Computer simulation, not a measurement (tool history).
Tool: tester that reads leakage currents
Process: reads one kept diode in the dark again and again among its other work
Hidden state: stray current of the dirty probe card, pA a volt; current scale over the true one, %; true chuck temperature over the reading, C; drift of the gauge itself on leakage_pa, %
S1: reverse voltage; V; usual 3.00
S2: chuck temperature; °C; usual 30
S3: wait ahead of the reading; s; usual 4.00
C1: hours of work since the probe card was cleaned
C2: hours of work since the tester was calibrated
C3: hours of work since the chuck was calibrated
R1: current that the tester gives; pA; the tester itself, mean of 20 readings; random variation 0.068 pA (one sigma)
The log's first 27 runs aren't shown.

{"run": 28, "hour": 1043.5, "S1": 10.65, "S2": 30, "S3": 0.92, "C1": 2081, "C2": 1114, "C3": 1663, "R1": 35.52}
{"run": 29, "hour": 1071.2, "S1": 10.65, "S2": 30, "S3": 0.92, "C1": 2099, "C2": 1133, "C3": 1682, "R1": 35.92}
{"run": 30, "hour": 1109.6, "S1": 8.13, "S2": 46, "S3": 0.35, "C1": 2125, "C2": 1158, "C3": 1707, "R1": 87.81}
{"run": 31, "hour": 1136.7, "S1": 8.13, "S2": 46, "S3": 0.35, "C1": 2143, "C2": 1176, "C3": 1725, "R1": 87.91}
{"run": 32, "hour": 1169.9, "S1": 3.0, "S2": 20, "S3": 9.2, "C1": 2165, "C2": 1198, "C3": 1747, "R1": 7.21}
{"run": 33, "hour": 1200.0, "S1": 11.53, "S2": 33, "S3": 4.14, "C1": 2185, "C2": 1219, "C3": 1768, "R1": 41.68}
{"run": 34, "hour": 1238.7, "S1": 3.0, "S2": 27, "S3": 6.57, "C1": 2211, "C2": 1244, "C3": 1793, "R1": 12.11}
{"run": 35, "hour": 1286.0, "S1": 3.0, "S2": 27, "S3": 6.57, "C1": 2243, "C2": 1276, "C3": 1825, "R1": 12.11}
{"run": 36, "hour": 1331.3, "S1": 1.57, "S2": 27, "S3": 4.38, "C1": 2273, "C2": 1306, "C3": 1855, "R1": 8.43}
{"run": 37, "hour": 1368.0, "S1": 1.57, "S2": 27, "S3": 4.38, "C1": 2297, "C2": 1331, "C3": 1880, "R1": 8.28}
{"run": 38, "hour": 1400.5, "S1": 1.57, "S2": 27, "S3": 4.38, "C1": 2319, "C2": 1352, "C3": 1901, "R1": 8.36}
{"run": 39, "hour": 1422.5, "S1": 1.57, "S2": 27, "S3": 4.38, "C1": 2334, "C2": 1367, "C3": 1916, "R1": 8.28}
{"hour": 1443.8, "done": "chuck's temperature calibrated"}
{"run": 40, "hour": 1466.6, "S1": 3.0, "S2": 22, "S3": 5.53, "C1": 2362, "C2": 1395, "C3": 15, "R1": 8.57}

3 ways to go on from here, each from the tool as it stands after run 40. What would each give?
{"run": "A", "hour": 1503.7, "S1": 1.08, "S2": 45, "S3": 0.31, "C1": 2387, "C2": 1420, "C3": 40, "R1": "?"}
{"run": "B", "hour": 1503.7, "S1": 10.12, "S2": 59, "S3": 5.53, "C1": 2387, "C2": 1420, "C3": 40, "R1": "?"}
{"run": "C", "hour": 1503.7, "S1": 4.9, "S2": 54, "S3": 5.4, "C1": 2387, "C2": 1420, "C3": 40, "R1": "?"}

run=A R1=24.05
run=B R1=202.12
run=C R1=97.00
Without the tool's hidden state the same runs would have given:
run=A R1=24.05
run=B R1=202.10
run=C R1=96.99
